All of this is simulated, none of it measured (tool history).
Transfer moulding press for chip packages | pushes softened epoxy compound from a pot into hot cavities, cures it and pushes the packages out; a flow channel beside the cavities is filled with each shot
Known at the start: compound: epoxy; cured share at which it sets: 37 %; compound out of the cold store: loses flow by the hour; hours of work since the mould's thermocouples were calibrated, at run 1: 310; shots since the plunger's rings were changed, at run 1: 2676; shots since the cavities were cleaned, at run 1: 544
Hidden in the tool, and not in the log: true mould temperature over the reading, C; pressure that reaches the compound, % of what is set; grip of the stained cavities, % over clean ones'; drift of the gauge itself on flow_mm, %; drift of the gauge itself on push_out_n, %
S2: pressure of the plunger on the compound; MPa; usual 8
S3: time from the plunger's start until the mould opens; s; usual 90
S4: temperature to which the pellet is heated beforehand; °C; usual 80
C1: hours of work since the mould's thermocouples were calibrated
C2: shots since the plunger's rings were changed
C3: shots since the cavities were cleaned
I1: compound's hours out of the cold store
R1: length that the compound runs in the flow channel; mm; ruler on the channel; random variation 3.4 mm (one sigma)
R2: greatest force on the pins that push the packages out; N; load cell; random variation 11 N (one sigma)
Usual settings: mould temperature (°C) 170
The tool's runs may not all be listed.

{"run": 1, "hour": 0.0, "mould temperature (°C)": 170, "S2": 8, "S3": 90, "S4": 80, "C1": 310, "C2": 2676, "C3": 544, "I1": 9.8, "R1": 561, "R2": 676}
{"hour": 27.7, "done": "cavities cleaned with cleaning compound and waxed"}
{"run": 2, "hour": 30.7, "mould temperature (°C)": 170, "S2": 8, "S3": 90, "S4": 80, "C1": 328, "C2": 3035, "C3": 37, "I1": 45.7, "R1": 481, "R2": 514}
{"run": 3, "hour": 70.9, "mould temperature (°C)": 170, "S2": 8, "S3": 90, "S4": 80, "C1": 352, "C2": 3527, "C3": 529, "I1": 19.4, "R1": 532, "R2": 702}
{"hour": 101.5, "done": "cavities cleaned with cleaning compound and waxed"}
{"run": 4, "hour": 111.6, "mould temperature (°C)": 170, "S2": 9.41, "S3": 90, "S4": 80, "C1": 376, "C2": 4008, "C3": 123, "I1": 47.7, "R1": 515, "R2": 532}
{"run": 5, "hour": 148.9, "mould temperature (°C)": 170, "S2": 9.41, "S3": 90, "S4": 80, "C1": 398, "C2": 4466, "C3": 581, "I1": 39.5, "R1": 532, "R2": 680}
{"hour": 173.4, "done": "cavities cleaned with cleaning compound and waxed"}
{"run": 6, "hour": 194.4, "mould temperature (°C)": 170, "S2": 9.41, "S3": 90, "S4": 80, "C1": 425, "C2": 5005, "C3": 257, "I1": 12.6, "R1": 592, "R2": 630}
{"hour": 248.1, "done": "cavities cleaned with cleaning compound and waxed"}
{"run": 7, "hour": 252.0, "mould temperature (°C)": 170, "S2": 8, "S3": 90, "S4": 80, "C1": 459, "C2": 5694, "C3": 48, "I1": 29.3, "R1": 495, "R2": 521}
{"run": 8, "hour": 295.1, "mould temperature (°C)": 170, "S2": 8, "S3": 90, "S4": 73, "C1": 485, "C2": 6222, "C3": 576, "I1": 18.8, "R1": 530, "R2": 676}
{"hour": 305.6, "done": "plunger's sealing rings changed"}
{"hour": 323.4, "done": "cavities cleaned with cleaning compound and waxed"}
{"run": 9, "hour": 331.4, "mould temperature (°C)": 170, "S2": 8, "S3": 90, "S4": 73, "C1": 504, "C2": 298, "C3": 98, "I1": 40.8, "R1": 495, "R2": 514}
{"hour": 337.1, "done": "mould's thermocouples calibrated"}
{"run": 10, "hour": 374.6, "mould temperature (°C)": 163, "S2": 8.75, "S3": 90, "S4": 80, "C1": 23, "C2": 804, "C3": 604, "I1": 18.9, "R1": 576, "R2": 952}
{"hour": 396.8, "done": "cavities cleaned with cleaning compound and waxed"}
{"run": 11, "hour": 416.0, "mould temperature (°C)": 172, "S2": 9.76, "S3": 90, "S4": 87, "C1": 47, "C2": 1293, "C3": 235, "I1": 35.1, "R1": 561, "R2": 543}
{"run": 12, "hour": 453.4, "mould temperature (°C)": 169, "S2": 9.76, "S3": 90, "S4": 87, "C1": 69, "C2": 1753, "C3": 695, "I1": 35.2, "R1": 556, "R2": 684}
{"hour": 469.2, "done": "cavities cleaned with cleaning compound and waxed"}
{"run": 13, "hour": 478.5, "mould temperature (°C)": 169, "S2": 9.76, "S3": 90, "S4": 87, "C1": 84, "C2": 2042, "C3": 115, "I1": 39.4, "R1": 547, "R2": 546}
{"run": 14, "hour": 522.9, "mould temperature (°C)": 169, "S2": 9.76, "S3": 118, "S4": 77, "C1": 110, "C2": 2587, "C3": 660, "I1": 24, "R1": 581, "R2": 635}
{"hour": 541.7, "done": "cavities cleaned with cleaning compound and waxed"}
{"run": 15, "hour": 557.5, "mould temperature (°C)": 172, "S2": 8, "S3": 90, "S4": 80, "C1": 130, "C2": 2993, "C3": 194, "I1": 43.7, "R1": 478, "R2": 553}
{"run": 16, "hour": 598.4, "mould temperature (°C)": 173, "S2": 6.36, "S3": 74, "S4": 85, "C1": 155, "C2": 3494, "C3": 695, "I1": 31.7, "R1": 443, "R2": 758}
{"hour": 613.7, "done": "cavities cleaned with cleaning compound and waxed"}
{"hour": 620.1, "done": "mould's thermocouples calibrated, once more"}
{"run": 17, "hour": 651.9, "mould temperature (°C)": 170, "S2": 8, "S3": 90, "S4": 81, "C1": 19, "C2": 4109, "C3": 445, "I1": 33.2, "R1": 498, "R2": 624}
{"hour": 689.5, "done": "cavities cleaned with cleaning compound and waxed"}
{"run": 18, "hour": 706.6, "mould temperature (°C)": 170, "S2": 8, "S3": 90, "S4": 81, "C1": 51, "C2": 4761, "C3": 210, "I1": 32.8, "R1": 496, "R2": 565}

4 ways to go on from here, each from the tool as it stands after run 18. What would each give?
{"run": "A", "hour": 754.3, "mould temperature (°C)": 163, "S2": 8, "S3": 90, "S4": 74, "C1": 80, "C2": 5346, "C3": 795, "I1": 40.1, "R1": "?", "R2": "?"}
{"run": "B", "hour": 754.3, "mould temperature (°C)": 170, "S2": 7.26, "S3": 90, "S4": 76, "C1": 80, "C2": 5346, "C3": 795, "I1": 44.2, "R1": "?", "R2": "?"}
{"run": "C", "hour": 754.3, "mould temperature (°C)": 170, "S2": 9.07, "S3": 119, "S4": 88, "C1": 80, "C2": 5346, "C3": 795, "I1": 18.8, "R1": "?", "R2": "?"}
{"run": "D", "hour": 754.3, "mould temperature (°C)": 170, "S2": 8, "S3": 90, "S4": 80, "C1": 80, "C2": 5346, "C3": 795, "I1": 17.6, "R1": "?", "R2": "?"}

run=A R1=493 R2=1012
run=B R1=455 R2=687
run=C R1=565 R2=654
run=D R1=529 R2=767
Without the tool's hidden state the same runs would have given:
run=A R1=512 R2=695
run=B R1=472 R2=468
run=C R1=587 R2=447
run=D R1=550 R2=526
